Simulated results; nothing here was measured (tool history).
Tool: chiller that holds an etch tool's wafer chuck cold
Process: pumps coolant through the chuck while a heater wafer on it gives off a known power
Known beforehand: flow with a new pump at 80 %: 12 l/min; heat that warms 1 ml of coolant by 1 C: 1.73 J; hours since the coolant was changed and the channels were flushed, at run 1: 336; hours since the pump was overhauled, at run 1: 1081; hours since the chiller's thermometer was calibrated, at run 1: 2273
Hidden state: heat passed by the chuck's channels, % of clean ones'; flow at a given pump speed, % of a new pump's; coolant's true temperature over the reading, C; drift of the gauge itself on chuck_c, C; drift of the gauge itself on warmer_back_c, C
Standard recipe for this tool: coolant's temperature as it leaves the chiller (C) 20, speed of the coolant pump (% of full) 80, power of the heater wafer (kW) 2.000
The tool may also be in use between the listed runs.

run    hour  coolant's temperature as it leaves the chiller (C)  speed of the coolant pump (% of full)  power of the heater wafer (kW)  hours since the coolant was changed and the channels were flushed  hours since the pump was overhauled  hours since the chiller's thermometer was calibrated  chuck's temperature once it has settled (K)  how much warmer the coolant comes back (C)
  1     0.0                                                  20                                     80                           2.000                                                                336                                 1081                                                  2273                                       309.35                                        5.75
  2    60.4                                                  20                                     80                           2.000                                                                396                                 1142                                                  2333                                       309.35                                        5.80
  3   122.7                                                  20                                     80                           2.000                                                                459                                 1204                                                  2396                                       309.25                                        5.80
  4   205.3                                                  20                                     80                           2.000                                                                541                                 1287                                                  2478                                       309.35                                        5.79
      224.0  -- chiller's thermometer calibrated
  5   293.6                                                  20                                     80                           2.000                                                                629                                 1374                                                    70                                       309.15                                        5.73
  6   359.8                                                  20                                     80                           2.000                                                                695                                 1440                                                   136                                       309.25                                        5.80
  7   449.4                                                  11                                     80                           2.000                                                                784                                 1530                                                   225                                       300.35                                        5.79
  8   493.7                                                  20                                     80                           2.000                                                                829                                 1574                                                   270                                       309.15                                        5.81
  9   534.4                                                  20                                     80                           2.000                                                                869                                 1615                                                   310                                       309.35                                        5.74
 10   631.9                                                  20                                     80                           2.000                                                                967                                 1712                                                   408                                       309.15                                        5.84
 11   723.3                                                  23                                     80                           2.000                                                               1058                                 1804                                                   499                                       312.15                                        5.80
 12   801.4                                                  20                                     71                           2.000                                                               1136                                 1882                                                   577                                       310.65                                        6.59
 13   878.9                                                  20                                     95                           2.000                                                               1214                                 1959                                                   655                                       307.65                                        4.74
 14   972.1                                                  20                                     95                           2.000                                                               1307                                 2052                                                   748                                       307.65                                        4.73
 15  1034.4                                                  20                                     95                           2.000                                                               1369                                 2115                                                   810                                       307.75                                        4.75
 16  1079.9                                                  20                                     80                           2.000                                                               1415                                 2160                                                   856                                       309.25                                        5.75
 17  1151.7                                                  20                                     80                           2.000                                                               1487                                 2232                                                   928                                       309.35                                        5.82
 18  1208.6                                                  19                                     80                           1.996                                                               1544                                 2289                                                   985                                       308.25                                        5.72
 19  1289.9                                                  20                                     95                           2.112                                                               1625                                 2370                                                  1066                                       308.35                                        4.97
 20  1341.9                                                  14                                     80                           2.893                                                               1677                                 2422                                                  1118                                       310.55                                        8.31
 21  1438.6                                                  20                                     62                           2.000                                                               1774                                 2519                                                  1215                                       311.85                                        7.70
 22  1536.2                                                  20                                     62                           2.000                                                               1871                                 2616                                                  1312                                       311.95                                        7.70
 23  1624.9                                                  20                                     80                           1.461                                                               1960                                 2705                                                  1401                                       304.95                                        4.26
 24  1677.1                                                  13                                     78                           1.198                                                               2012                                 2757                                                  1453                                       296.05                                        3.57
 25  1748.0                                                  13                                     78                           1.198                                                               2083                                 2828                                                  1524                                       295.75                                        3.60
 26  1799.2                                                  28                                     80                           1.060                                                               2134                                 2879                                                  1575                                       309.75                                        3.06
 27  1886.3                                                  15                                     79                           2.632                                                               2221                                 2967                                                  1662                                       309.45                                        7.68
 28  1928.5                                                  19                                     79                           1.879                                                               2263                                 3009                                                  1705                                       307.35                                        5.53
 29  2025.0                                                  17                                     80                           2.000                                                               2360                                 3105                                                  1801                                       306.25                                        5.76
 30  2066.5                                                  17                                     80                           2.000                                                               2401                                 3147                                                  1842                                       306.35                                        5.80
 31  2112.8                                                  20                                     69                           2.000                                                               2448                                 3193                                                  1889                                       310.85                                        6.78
 32  2187.1                                                  20                                     69                           2.000                                                               2522                                 3267                                                  1963                                       310.65                                        6.79

What if the next run were any one of these 4? Each begins from the tool's condition after run 32:
  A  2255.4                                                  20                                     65                           1.187                                                               2590                                 3336                                                  2031                                            ?                                           ?
  B  2255.4                                                  20                                     66                           2.186                                                               2590                                 3336                                                  2031                                            ?                                           ?
  C  2255.4                                                  20                                     68                           2.000                                                               2590                                 3336                                                  2031                                            ?                                           ?
  D  2255.4                                                  20                                     79                           1.492                                                               2590                                 3336                                                  2031                                            ?                                           ?

run  chuck's temperature once it has settled (K)  how much warmer the coolant comes back (C)
  A                                       304.05                                        4.37
  B                                       313.05                                        7.82
  C                                       311.05                                        6.88
  D                                       305.15                                        4.34
Stripped of hidden state, with their random variation kept, the same runs would have yielded:
run  chuck's temperature once it has settled (K)  how much warmer the coolant comes back (C)
  A                                       304.05                                        4.36
  B                                       313.05                                        7.81
  C                                       310.95                                        6.88
  D                                       305.15                                        4.34
